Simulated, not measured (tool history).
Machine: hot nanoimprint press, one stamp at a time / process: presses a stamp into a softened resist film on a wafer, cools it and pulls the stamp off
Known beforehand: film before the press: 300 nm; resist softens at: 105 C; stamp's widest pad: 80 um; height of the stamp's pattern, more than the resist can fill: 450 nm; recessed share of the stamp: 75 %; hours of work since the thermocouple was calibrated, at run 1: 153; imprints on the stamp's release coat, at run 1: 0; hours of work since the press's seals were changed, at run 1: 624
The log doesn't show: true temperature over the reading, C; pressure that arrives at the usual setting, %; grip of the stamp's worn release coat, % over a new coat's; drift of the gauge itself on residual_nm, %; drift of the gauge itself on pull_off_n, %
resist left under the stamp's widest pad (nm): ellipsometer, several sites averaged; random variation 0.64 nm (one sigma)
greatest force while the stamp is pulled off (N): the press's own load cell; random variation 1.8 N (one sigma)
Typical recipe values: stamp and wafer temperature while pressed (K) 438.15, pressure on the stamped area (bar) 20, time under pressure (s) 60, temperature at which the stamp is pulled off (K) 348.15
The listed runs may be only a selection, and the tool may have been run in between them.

| run | hour | stamp and wafer temperature while pressed (K) | pressure on the stamped area (bar) | time under pressure (s) | temperature at which the stamp is pulled off (K) | hours of work since the thermocouple was calibrated | imprints on the stamp's release coat | hours of work since the press's seals were changed | resist left under the stamp's widest pad (nm) | greatest force while the stamp is pulled off (N) |
|---|---|---|---|---|---|---|---|---|---|---|
| 1 | 0 | 438.15 | 20 | 60 | 348.15 | 153 | 0 | 624 | 111.8 | 124 |
| 2 | 72.6 | 438.15 | 20 | 60 | 348.15 | 191 | 155 | 663 | 112.9 | 128 |
| 3 | 115.1 | 438.15 | 20 | 60 | 344.15 | 214 | 246 | 685 | 113.2 | 128 |
| 4 | 202.1 | 438.15 | 20 | 60 | 354.15 | 260 | 431 | 731 | 113.1 | 119 |
| 5 | 294 | 438.15 | 20 | 68 | 348.15 | 308 | 627 | 780 | 106.9 | 123 |
|  | 345.1 | press's hydraulic seals changed and the load cell set to zero |
| 6 | 346 | 438.15 | 20 | 68 | 348.15 | 331 | 721 | 1 | 108.1 | 125 |
| 7 | 433.6 | 438.15 | 20 | 68 | 348.15 | 377 | 908 | 47 | 105.6 | 124 |
|  | 491.4 | stamp cleaned and given a new release coat |
| 8 | 517.6 | 438.15 | 20 | 68 | 348.15 | 419 | 55 | 88 | 107.1 | 126 |
| 9 | 568.3 | 438.15 | 20 | 60 | 348.15 | 445 | 164 | 115 | 111.2 | 124 |
|  | 659 | plate thermocouple calibrated |
| 10 | 659.9 | 438.15 | 20 | 60 | 348.15 | 0 | 353 | 161 | 111.6 | 126 |
| 11 | 743.6 | 438.15 | 20 | 60 | 348.15 | 45 | 531 | 206 | 111.8 | 125 |
| 12 | 833 | 438.15 | 20 | 60 | 348.15 | 92 | 722 | 253 | 110.4 | 125 |
| 13 | 887.2 | 438.15 | 20 | 60 | 348.15 | 120 | 837 | 281 | 112.4 | 127 |
| 14 | 952.3 | 438.15 | 20 | 60 | 348.15 | 155 | 976 | 316 | 110.3 | 127 |
|  | 981.7 | stamp cleaned and given a new release coat |
| 15 | 1029.8 | 430.15 | 24.7 | 60 | 348.15 | 193 | 103 | 354 | 162.1 | 127 |
| 16 | 1079.4 | 439.15 | 15.7 | 32 | 348.15 | 219 | 209 | 380 | 150.1 | 124 |
| 17 | 1160.6 | 429.15 | 20 | 60 | 348.15 | 262 | 382 | 423 | 185.5 | 125 |
| 18 | 1215.6 | 429.15 | 20 | 60 | 348.15 | 291 | 499 | 452 | 186.1 | 124 |
| 19 | 1294.5 | 429.15 | 15.4 | 60 | 348.15 | 332 | 667 | 493 | 201 | 125 |
| 20 | 1369.3 | 449.15 | 20 | 60 | 345.15 | 372 | 827 | 533 | 59.5 | 125 |
| 21 | 1440 | 442.15 | 12.8 | 69 | 350.15 | 409 | 978 | 570 | 105 | 123 |
|  | 1469 | stamp cleaned and given a new release coat |
| 22 | 1504.3 | 442.15 | 27.2 | 58 | 350.15 | 440 | 75 | 601 | 75.6 | 125 |
| 23 | 1546.5 | 444.15 | 25 | 60 | 348.15 | 462 | 165 | 623 | 69.7 | 123 |
|  | 1602.4 | plate thermocouple calibrated |
| 24 | 1612.9 | 447.15 | 19.6 | 60 | 348.15 | 6 | 300 | 656 | 66.3 | 123 |
| 25 | 1681.4 | 447.15 | 19.6 | 60 | 348.15 | 42 | 447 | 693 | 67.5 | 124 |
| 26 | 1749.4 | 438.15 | 20 | 60 | 337.15 | 78 | 592 | 729 | 109.6 | 132 |
| 27 | 1827.4 | 438.15 | 20 | 60 | 337.15 | 119 | 758 | 770 | 109.9 | 135 |

5 ways to go on from here, each from the tool as it stands after run 27. What would each give?
| A | 1887.1 | 438.15 | 20 | 93 | 337.15 | 150 | 885 | 801 | ? | ? |
| B | 1887.1 | 438.15 | 31.8 | 46 | 352.15 | 150 | 885 | 801 | ? | ? |
| C | 1887.1 | 435.15 | 26.5 | 74 | 348.15 | 150 | 885 | 801 | ? | ? |
| D | 1887.1 | 431.15 | 15.3 | 60 | 337.15 | 150 | 885 | 801 | ? | ? |
| E | 1887.1 | 428.15 | 20 | 38 | 337.15 | 150 | 885 | 801 | ? | ? |

| run | resist left under the stamp's widest pad (nm) | greatest force while the stamp is pulled off (N) |
|---|---|---|
| A | 93.4 | 133 |
| B | 94.9 | 121 |
| C | 104.2 | 126 |
| D | 184.3 | 134 |
| E | 216.3 | 135 |
The same runs, with their run-to-run variation unchanged, on a tool lacking any hidden condition would have given:
| run | resist left under the stamp's widest pad (nm) | greatest force while the stamp is pulled off (N) |
|---|---|---|
| A | 95.3 | 133 |
| B | 96.9 | 121 |
| C | 106.4 | 125 |
| D | 188.1 | 133 |
| E | 220.8 | 134 |

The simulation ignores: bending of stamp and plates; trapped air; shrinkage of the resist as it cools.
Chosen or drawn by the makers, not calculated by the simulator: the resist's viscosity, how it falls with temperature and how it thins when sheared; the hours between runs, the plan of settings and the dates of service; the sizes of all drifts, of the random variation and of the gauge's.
